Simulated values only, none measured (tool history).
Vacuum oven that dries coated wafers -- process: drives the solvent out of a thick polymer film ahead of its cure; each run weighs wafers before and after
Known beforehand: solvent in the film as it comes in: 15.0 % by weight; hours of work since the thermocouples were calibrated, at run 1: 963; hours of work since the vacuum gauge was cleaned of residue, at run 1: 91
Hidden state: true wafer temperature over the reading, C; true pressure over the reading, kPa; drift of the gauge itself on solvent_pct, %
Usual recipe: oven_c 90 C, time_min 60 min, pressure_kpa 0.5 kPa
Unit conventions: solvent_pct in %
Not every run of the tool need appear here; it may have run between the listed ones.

run	hour	oven_c	time_min	pressure_kpa	hours of work since the thermocouples were calibrated	hours of work since the vacuum gauge was cleaned of residue	solvent_pct
1	0	90	60	0.5	963	91	1.43
2	28.3	90	40	0.5	978	106	2.81
3	65.1	90	40	0.5	997	125	2.77
4	90.4	90	60	0.5	1010	138	1.42
5	112	90	60	0.5	1022	150	1.42
6	129.4	90	60	0.5	1031	159	1.43
7	165.7	90	43	0.5	1050	178	2.49
8	181.4	90	43	0.5	1058	186	2.52
9	219.5	93	65	0.326	1078	206	0.91
10	255.4	93	65	0.326	1097	225	0.88
# hour 258.5: vacuum gauge cleaned of residue and calibrated
11	292.9	90	42	0.816	1116	18	2.75
12	313.1	76	60	0.5	1126	29	3.53
13	350	76	60	0.5	1146	48	3.5
14	388.3	76	60	0.5	1166	68	3.5
# hour 417.9: oven's thermocouples calibrated
15	424.4	76	57	0.5	3	86	4.26
16	444.4	76	57	0.5	14	97	4.19

What if the next run were any one of these 5? Each begins from the tool's condition after run 16:
A	469.9	97	57	1.107	27	110	?
B	469.9	87	57	0.276	27	110	?
C	469.9	91	101	0.784	27	110	?
D	469.9	76	87	0.314	27	110	?
E	469.9	90	60	1.826	27	110	?

run	solvent_pct
A	1.33
B	2.16
C	0.78
D	2.39
E	2.45
Had the tool no hidden state, the same runs would have come out as:
run	solvent_pct
A	1.29
B	2.1
C	0.73
D	2.31
E	2.39
